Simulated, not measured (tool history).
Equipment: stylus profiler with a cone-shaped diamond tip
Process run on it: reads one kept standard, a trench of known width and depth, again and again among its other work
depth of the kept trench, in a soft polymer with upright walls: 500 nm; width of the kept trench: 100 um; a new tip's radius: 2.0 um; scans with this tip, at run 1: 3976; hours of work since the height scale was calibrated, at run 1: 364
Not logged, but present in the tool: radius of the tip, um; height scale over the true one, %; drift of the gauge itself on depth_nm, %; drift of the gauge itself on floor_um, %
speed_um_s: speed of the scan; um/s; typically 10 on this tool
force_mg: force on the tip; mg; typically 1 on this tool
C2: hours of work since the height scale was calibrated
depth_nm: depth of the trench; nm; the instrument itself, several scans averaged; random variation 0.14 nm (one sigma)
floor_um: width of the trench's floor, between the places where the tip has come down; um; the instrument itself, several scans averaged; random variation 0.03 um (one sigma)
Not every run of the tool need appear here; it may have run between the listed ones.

Run 1, day 0: usual settings; scans with this tip 3976; C2 364. Result: depth_nm 501.9 nm, floor_um 96.49 um.
Run 2, day 0.879: usual settings; scans with this tip 4134; C2 379. Result: depth_nm 501.92 nm, floor_um 96.49 um.
Run 3, day 2.096: usual settings; scans with this tip 4353; C2 399. Result: depth_nm 502.04 nm, floor_um 96.46 um.
Run 4, day 3.292: usual settings but speed_um_s 2 um/s; scans with this tip 4568; C2 418. Result: depth_nm 501.98 nm, floor_um 96.43 um.
Run 5, day 4.062: usual settings but speed_um_s 2 um/s, force_mg 0.67 mg; scans with this tip 4707; C2 431. Result: depth_nm 501.18 nm, floor_um 96.41 um.
Run 6, day 4.788: usual settings but speed_um_s 2 um/s, force_mg 0.67 mg; scans with this tip 4837; C2 443. Result: depth_nm 501.27 nm, floor_um 96.43 um.
Run 7, day 5.896: usual settings but speed_um_s 2 um/s, force_mg 0.67 mg; scans with this tip 5037; C2 461. Result: depth_nm 501.04 nm, floor_um 96.38 um.
Run 8, day 6.538: usual settings but speed_um_s 2 um/s, force_mg 0.67 mg; scans with this tip 5152; C2 472. Result: depth_nm 501.01 nm, floor_um 96.38 um.
Run 9, day 7.167: usual settings but force_mg 0.35 mg; scans with this tip 5265; C2 482. Result: depth_nm 500.22 nm, floor_um 96.21 um.
Run 10, day 8.442: usual settings but force_mg 0.35 mg; scans with this tip 5495; C2 503. Result: depth_nm 500.19 nm, floor_um 96.22 um.
Run 11, day 9.208: usual settings but force_mg 2.65 mg; scans with this tip 5633; C2 516. Result: depth_nm 504 nm, floor_um 96.24 um.
Run 12, day 10.042: usual settings but force_mg 2.65 mg; scans with this tip 5783; C2 530. Result: depth_nm 504.03 nm, floor_um 96.26 um.
Run 13, day 10.908: usual settings but force_mg 2.65 mg; scans with this tip 5939; C2 544. Result: depth_nm 504.36 nm, floor_um 96.19 um.
Run 14, day 11.988: usual settings but force_mg 2.65 mg; scans with this tip 6133; C2 562. Result: depth_nm 504.15 nm, floor_um 96.17 um.
Run 15, day 12.525: usual settings but speed_um_s 21 um/s; scans with this tip 6230; C2 571. Result: depth_nm 501.43 nm, floor_um 96.08 um.
Run 16, day 13.671: usual settings but speed_um_s 21 um/s, force_mg 0.54 mg; scans with this tip 6436; C2 589. Result: depth_nm 500.4 nm, floor_um 95.97 um.
Run 17, day 14.671: usual settings but speed_um_s 21 um/s, force_mg 0.54 mg; scans with this tip 6616; C2 606. Result: depth_nm 500.38 nm, floor_um 95.99 um.
Run 18, day 15.592: usual settings but speed_um_s 12 um/s; scans with this tip 6782; C2 621. Result: depth_nm 501.48 nm, floor_um 96.06 um.
At day 15.704: height scale calibrated on a step standard.
Run 19, day 16.579: usual settings but speed_um_s 12 um/s; scans with this tip 6955; C2 14. Result: depth_nm 501.08 nm, floor_um 96.07 um.
Run 20, day 17.254: usual settings but speed_um_s 12 um/s; scans with this tip 7077; C2 26. Result: depth_nm 501.09 nm, floor_um 95.97 um.
Run 21, day 18.379: usual settings but force_mg 0.44 mg; scans with this tip 7280; C2 44. Result: depth_nm 499.67 nm, floor_um 95.91 um.
Run 22, day 18.979: usual settings but force_mg 0.44 mg; scans with this tip 7387; C2 54. Result: depth_nm 500 nm, floor_um 95.91 um.
Run 23, day 19.583: usual settings but force_mg 0.44 mg; scans with this tip 7496; C2 64. Result: depth_nm 499.67 nm, floor_um 95.94 um.
Run 24, day 20.712: usual settings but speed_um_s 4 um/s, force_mg 0.44 mg; scans with this tip 7700; C2 83. Result: depth_nm 499.4 nm, floor_um 95.93 um.
At day 21.404: height scale calibrated on a step standard, once more.
Run 25, day 21.875: usual settings but speed_um_s 7 um/s, force_mg 1.03 mg; scans with this tip 7905; C2 8. Result: depth_nm 502.69 nm, floor_um 95.92 um.
Run 26, day 22.804: usual settings but speed_um_s 7 um/s, force_mg 1.74 mg; scans with this tip 8072; C2 23. Result: depth_nm 504.15 nm, floor_um 95.87 um.

What will run 27 give?
Run 27, day 23.662: usual settings but speed_um_s 7 um/s, force_mg 1.74 mg; scans with this tip 8226; C2 37. Result: depth_nm ?, floor_um ?.

{"run 27": {"depth_nm": 503.66, "floor_um": 95.87}}
Were there no unlogged condition in the tool, this run, its random variation unchanged, would have produced depth_nm 503.98 nm, floor_um 97.34 um.
